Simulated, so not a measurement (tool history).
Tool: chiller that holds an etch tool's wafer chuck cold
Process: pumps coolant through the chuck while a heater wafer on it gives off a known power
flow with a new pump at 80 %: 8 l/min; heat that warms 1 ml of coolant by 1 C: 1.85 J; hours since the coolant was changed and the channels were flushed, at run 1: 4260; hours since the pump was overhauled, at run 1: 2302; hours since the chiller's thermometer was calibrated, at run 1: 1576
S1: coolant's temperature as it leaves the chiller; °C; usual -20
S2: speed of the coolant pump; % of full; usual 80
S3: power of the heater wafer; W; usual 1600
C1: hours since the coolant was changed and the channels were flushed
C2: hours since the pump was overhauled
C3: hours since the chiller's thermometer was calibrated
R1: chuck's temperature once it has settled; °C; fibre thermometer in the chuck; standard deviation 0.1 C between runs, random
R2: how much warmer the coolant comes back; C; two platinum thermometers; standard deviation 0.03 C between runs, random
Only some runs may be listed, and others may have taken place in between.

run,hour,S1,S2,S3,C1,C2,C3,R1,R2
1,0,-20,80,1600,4260,2302,1576,-7.8,6.44
2,126.7,-20,80,1571,4387,2429,1703,-8.1,6.38
3,211.2,-11,80,1600,4472,2513,1788,1,6.51
4,283.4,-20,80,1600,4544,2585,1860,-7.9,6.45
5,409.5,-18,80,1600,4670,2712,1986,-5.8,6.5
6,557.8,-18,80,1600,4818,2860,2134,-5.8,6.51
# hour 572.8: chiller's thermometer calibrated
7,711,-18,80,1600,4970,3012,138,-6,6.51
8,868,-18,80,1600,5127,3169,295,-5.9,6.53
9,1017.1,-25,80,1600,5277,3318,444,-13.2,6.53
10,1121.3,-25,80,1600,5381,3422,549,-12.8,6.48
11,1239.1,-25,80,1600,5499,3540,666,-12.8,6.48
12,1353.5,-20,80,1600,5613,3655,781,-8,6.5
13,1440.7,-12,80,1600,5700,3742,868,0.3,6.51
14,1532.3,-12,80,1600,5792,3833,959,0,6.46
15,1673,-12,80,1600,5932,3974,1100,0.2,6.49
16,1821.7,-13,87,1600,6081,4123,1249,-1.7,6.02

Estimate the outcome of run 17 from the log above:
17,1948.3,-13,87,1600,6208,4249,1376,?,?

R1: -1.8 °C
R2: 5.94 C
On a tool with no hidden condition, and with the same random variation, this run would have come out at R1 -1.8 °C, R2 5.94 C.

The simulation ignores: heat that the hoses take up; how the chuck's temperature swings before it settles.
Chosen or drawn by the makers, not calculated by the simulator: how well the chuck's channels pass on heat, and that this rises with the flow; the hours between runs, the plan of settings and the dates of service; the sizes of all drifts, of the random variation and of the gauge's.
